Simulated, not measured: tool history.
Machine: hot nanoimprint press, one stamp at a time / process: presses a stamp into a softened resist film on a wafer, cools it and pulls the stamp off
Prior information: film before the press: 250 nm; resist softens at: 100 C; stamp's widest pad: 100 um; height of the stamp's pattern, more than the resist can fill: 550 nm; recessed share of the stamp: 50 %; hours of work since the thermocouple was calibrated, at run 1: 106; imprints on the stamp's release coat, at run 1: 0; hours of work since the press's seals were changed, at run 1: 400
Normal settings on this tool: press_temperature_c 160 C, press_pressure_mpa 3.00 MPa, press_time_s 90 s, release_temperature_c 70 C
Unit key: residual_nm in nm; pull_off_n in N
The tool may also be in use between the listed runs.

run,day,press_temperature_c,press_pressure_mpa,press_time_s,release_temperature_c,hours of work since the thermocouple was calibrated,imprints on the stamp's release coat,hours of work since the press's seals were changed,residual_nm,pull_off_n
1,0.000,160,3.00,90,70,106,0,400,119.5,238
2,1.121,160,3.00,90,64,118,83,413,119.3,272
3,1.721,160,3.00,90,64,125,129,419,119.2,269
4,2.238,160,3.00,90,64,130,167,425,119.2,267
5,2.971,160,3.00,90,64,138,222,433,119.1,270
6,4.012,160,3.76,90,64,150,300,444,105.0,272
7,5.188,160,3.76,90,64,162,388,457,105.0,276
8,5.925,160,3.76,90,64,170,444,465,104.9,286
9,6.654,160,3.76,90,64,178,498,473,104.8,281
10,7.304,160,2.40,90,70,185,547,480,134.1,254
11,8.033,160,2.40,90,70,193,602,488,133.7,254
12,8.604,160,4.51,65,56,199,644,494,105.2,328
13,9.796,160,3.00,77,70,212,734,507,124.6,260
14,10.646,154,2.28,90,70,222,798,516,180.3,258
15,11.342,159,1.95,58,70,229,849,523,173.3,259

For run 16, what comes out?
16,12.450,169,2.50,96,58,241,933,536,?,?

{"run 16": {"residual_nm": 80.5, "pull_off_n": 332}}
Take away the tool's hidden state, keep the run-to-run variation as it was, and the same run would have given residual_nm 81.2 nm, pull_off_n 298 N.
